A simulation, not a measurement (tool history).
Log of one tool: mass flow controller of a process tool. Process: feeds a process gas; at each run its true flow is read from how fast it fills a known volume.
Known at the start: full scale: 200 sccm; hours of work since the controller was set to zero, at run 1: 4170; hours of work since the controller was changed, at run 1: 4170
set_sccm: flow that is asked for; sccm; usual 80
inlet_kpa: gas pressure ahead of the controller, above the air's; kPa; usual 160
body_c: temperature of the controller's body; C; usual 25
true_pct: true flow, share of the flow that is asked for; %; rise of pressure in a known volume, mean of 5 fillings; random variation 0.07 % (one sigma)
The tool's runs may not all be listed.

run    hour  set_sccm  inlet_kpa  body_c  hours of work since the controller was set to zero  hours of work since the controller was changed  true_pct
  1     0.0        80        160      25                                                4170                                            4170    103.59
  2   319.6        80        160      25                                                4380                                            4380    103.73
  3   829.1        80        160      25                                                4715                                            4715    104.10
  4  1292.2        30        160      25                                                5019                                            5019    107.42
  5  1579.5        30        160      25                                                5208                                            5208    107.63
  6  2100.3        30        160      25                                                5551                                            5551    108.34
  7  2389.0        30        160      25                                                5741                                            5741    108.53
  8  2914.8        80        153      25                                                6086                                            6086    105.38
  9  3190.5        80        153      25                                                6268                                            6268    105.58
 10  3608.2        80        153      25                                                6542                                            6542    105.84
     3755.0  -- controller's zero set anew
 11  4006.5       128        160      25                                                 165                                            6804    103.86
 12  4375.8       168        140      31                                                 408                                            7047    104.73
     4436.9  -- controller exchanged for a calibrated one
 13  4708.3       103        160      25                                                 178                                             178     99.20
 14  5063.4       181        158      22                                                 412                                             412     99.95
 15  5392.3       181        158      22                                                 628                                             628    100.06
 16  5851.6        20        146      38                                                 930                                             930    101.23
 17  6200.6       140        235      22                                                1160                                            1160    100.43
 18  6550.6        40        170      22                                                1390                                            1390    100.44
 19  7051.2        40        170      26                                                1719                                            1719    101.10
 20  7481.7       174        225      30                                                2002                                            2002    101.68

4 ways to go on from here, each from the tool as it stands after run 20. What would each give?
  A  7790.5        29        153      35                                                2205                                            2205         ?
  B  7790.5        22        246      34                                                2205                                            2205         ?
  C  7790.5        80        178      25                                                2205                                            2205         ?
  D  7790.5        43        160      25                                                2205                                            2205         ?

run  true_pct
  A    102.89
  B    103.40
  C    101.16
  D    101.46
Without the tool's hidden state the same runs would have given:
run  true_pct
  A     99.24
  B     99.02
  C     98.99
  D     98.57
